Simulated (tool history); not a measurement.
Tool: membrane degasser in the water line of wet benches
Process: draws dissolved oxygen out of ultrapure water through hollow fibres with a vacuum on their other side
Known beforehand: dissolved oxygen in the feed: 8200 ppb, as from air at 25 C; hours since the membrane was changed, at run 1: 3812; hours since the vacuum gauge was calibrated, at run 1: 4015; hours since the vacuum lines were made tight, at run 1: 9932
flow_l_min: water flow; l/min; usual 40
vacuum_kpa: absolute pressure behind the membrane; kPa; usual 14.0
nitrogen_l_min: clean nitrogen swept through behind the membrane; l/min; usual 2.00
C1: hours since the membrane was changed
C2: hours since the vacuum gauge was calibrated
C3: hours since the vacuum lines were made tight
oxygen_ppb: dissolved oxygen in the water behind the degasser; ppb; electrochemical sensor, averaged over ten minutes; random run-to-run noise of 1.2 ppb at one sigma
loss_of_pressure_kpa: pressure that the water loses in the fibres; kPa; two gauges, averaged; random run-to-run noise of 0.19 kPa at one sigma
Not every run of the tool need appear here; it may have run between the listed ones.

{"run": 1, "hour": 0.0, "flow_l_min": 40, "vacuum_kpa": 14.0, "nitrogen_l_min": 2.0, "C1": 3812, "C2": 4015, "C3": 9932, "oxygen_ppb": 474.0, "loss_of_pressure_kpa": 42.51}
{"run": 2, "hour": 134.8, "flow_l_min": 40, "vacuum_kpa": 14.0, "nitrogen_l_min": 2.0, "C1": 3947, "C2": 4149, "C3": 10067, "oxygen_ppb": 476.5, "loss_of_pressure_kpa": 42.23}
{"run": 3, "hour": 261.3, "flow_l_min": 40, "vacuum_kpa": 14.0, "nitrogen_l_min": 2.0, "C1": 4074, "C2": 4276, "C3": 10193, "oxygen_ppb": 476.2, "loss_of_pressure_kpa": 41.85}
{"run": 4, "hour": 324.1, "flow_l_min": 42, "vacuum_kpa": 14.0, "nitrogen_l_min": 2.0, "C1": 4136, "C2": 4339, "C3": 10256, "oxygen_ppb": 496.5, "loss_of_pressure_kpa": 44.18}
{"run": 5, "hour": 410.0, "flow_l_min": 42, "vacuum_kpa": 14.0, "nitrogen_l_min": 2.0, "C1": 4222, "C2": 4425, "C3": 10342, "oxygen_ppb": 496.7, "loss_of_pressure_kpa": 44.31}
{"hour": 549.2, "done": "seals of the vacuum lines changed"}
{"run": 6, "hour": 562.8, "flow_l_min": 42, "vacuum_kpa": 14.0, "nitrogen_l_min": 2.0, "C1": 4373, "C2": 4575, "C3": 14, "oxygen_ppb": 495.1, "loss_of_pressure_kpa": 44.19}
{"run": 7, "hour": 705.5, "flow_l_min": 42, "vacuum_kpa": 14.0, "nitrogen_l_min": 2.0, "C1": 4516, "C2": 4718, "C3": 156, "oxygen_ppb": 494.4, "loss_of_pressure_kpa": 44.28}
{"run": 8, "hour": 827.4, "flow_l_min": 40, "vacuum_kpa": 14.0, "nitrogen_l_min": 2.91, "C1": 4638, "C2": 4840, "C3": 278, "oxygen_ppb": 345.4, "loss_of_pressure_kpa": 42.22}
{"run": 9, "hour": 959.5, "flow_l_min": 40, "vacuum_kpa": 14.0, "nitrogen_l_min": 2.91, "C1": 4770, "C2": 4972, "C3": 410, "oxygen_ppb": 345.3, "loss_of_pressure_kpa": 42.17}
{"run": 10, "hour": 1022.0, "flow_l_min": 40, "vacuum_kpa": 14.0, "nitrogen_l_min": 2.0, "C1": 4832, "C2": 5035, "C3": 473, "oxygen_ppb": 474.2, "loss_of_pressure_kpa": 42.44}
{"run": 11, "hour": 1145.1, "flow_l_min": 40, "vacuum_kpa": 14.0, "nitrogen_l_min": 2.0, "C1": 4955, "C2": 5158, "C3": 596, "oxygen_ppb": 475.2, "loss_of_pressure_kpa": 42.32}
{"run": 12, "hour": 1239.6, "flow_l_min": 40, "vacuum_kpa": 14.0, "nitrogen_l_min": 2.0, "C1": 5050, "C2": 5252, "C3": 690, "oxygen_ppb": 475.6, "loss_of_pressure_kpa": 42.56}
{"run": 13, "hour": 1302.9, "flow_l_min": 40, "vacuum_kpa": 14.0, "nitrogen_l_min": 2.0, "C1": 5113, "C2": 5316, "C3": 754, "oxygen_ppb": 477.1, "loss_of_pressure_kpa": 42.68}
{"run": 14, "hour": 1408.9, "flow_l_min": 26, "vacuum_kpa": 16.7, "nitrogen_l_min": 2.0, "C1": 5219, "C2": 5422, "C3": 860, "oxygen_ppb": 399.6, "loss_of_pressure_kpa": 27.63}
{"hour": 1442.3, "done": "vacuum gauge calibrated"}
{"run": 15, "hour": 1543.2, "flow_l_min": 26, "vacuum_kpa": 16.7, "nitrogen_l_min": 2.0, "C1": 5353, "C2": 101, "C3": 993, "oxygen_ppb": 391.5, "loss_of_pressure_kpa": 27.44}
{"run": 16, "hour": 1687.7, "flow_l_min": 26, "vacuum_kpa": 16.7, "nitrogen_l_min": 2.0, "C1": 5497, "C2": 245, "C3": 1138, "oxygen_ppb": 390.9, "loss_of_pressure_kpa": 27.72}
{"run": 17, "hour": 1763.7, "flow_l_min": 62, "vacuum_kpa": 16.7, "nitrogen_l_min": 1.12, "C1": 5573, "C2": 321, "C3": 1214, "oxygen_ppb": 1243.8, "loss_of_pressure_kpa": 65.84}
{"run": 18, "hour": 1857.2, "flow_l_min": 62, "vacuum_kpa": 16.7, "nitrogen_l_min": 1.12, "C1": 5667, "C2": 415, "C3": 1307, "oxygen_ppb": 1256.5, "loss_of_pressure_kpa": 66.31}
{"run": 19, "hour": 1941.9, "flow_l_min": 62, "vacuum_kpa": 16.7, "nitrogen_l_min": 1.12, "C1": 5752, "C2": 500, "C3": 1392, "oxygen_ppb": 1252.5, "loss_of_pressure_kpa": 66.16}
{"run": 20, "hour": 2039.5, "flow_l_min": 62, "vacuum_kpa": 16.7, "nitrogen_l_min": 1.12, "C1": 5849, "C2": 597, "C3": 1490, "oxygen_ppb": 1253.2, "loss_of_pressure_kpa": 66.03}
{"run": 21, "hour": 2141.2, "flow_l_min": 40, "vacuum_kpa": 34.7, "nitrogen_l_min": 2.92, "C1": 5951, "C2": 699, "C3": 1591, "oxygen_ppb": 904.4, "loss_of_pressure_kpa": 42.75}
{"run": 22, "hour": 2279.0, "flow_l_min": 40, "vacuum_kpa": 34.7, "nitrogen_l_min": 2.92, "C1": 6089, "C2": 837, "C3": 1729, "oxygen_ppb": 903.7, "loss_of_pressure_kpa": 42.84}
{"run": 23, "hour": 2351.7, "flow_l_min": 46, "vacuum_kpa": 10.4, "nitrogen_l_min": 0.96, "C1": 6161, "C2": 909, "C3": 1802, "oxygen_ppb": 639.0, "loss_of_pressure_kpa": 49.38}
{"run": 24, "hour": 2498.2, "flow_l_min": 46, "vacuum_kpa": 10.4, "nitrogen_l_min": 0.96, "C1": 6308, "C2": 1056, "C3": 1948, "oxygen_ppb": 639.2, "loss_of_pressure_kpa": 48.97}

Here are 3 independent what-if runs from the current tool condition. What would each one return?
{"run": "A", "hour": 2603.7, "flow_l_min": 57, "vacuum_kpa": 23.7, "nitrogen_l_min": 3.9, "C1": 6413, "C2": 1161, "C3": 2054, "oxygen_ppb": "?", "loss_of_pressure_kpa": "?"}
{"run": "B", "hour": 2603.7, "flow_l_min": 58, "vacuum_kpa": 11.7, "nitrogen_l_min": 2.65, "C1": 6413, "C2": 1161, "C3": 2054, "oxygen_ppb": "?", "loss_of_pressure_kpa": "?"}
{"run": "C", "hour": 2603.7, "flow_l_min": 45, "vacuum_kpa": 15.3, "nitrogen_l_min": 5.44, "C1": 6413, "C2": 1161, "C3": 2054, "oxygen_ppb": "?", "loss_of_pressure_kpa": "?"}

run=A oxygen_ppb=661.7 loss_of_pressure_kpa=60.94
run=B oxygen_ppb=417.8 loss_of_pressure_kpa=61.96
run=C oxygen_ppb=243.3 loss_of_pressure_kpa=48.40
What these runs would have given with no unlogged condition in the tool:
run=A oxygen_ppb=655.6 loss_of_pressure_kpa=58.50
run=B oxygen_ppb=410.5 loss_of_pressure_kpa=59.47
run=C oxygen_ppb=239.8 loss_of_pressure_kpa=46.47
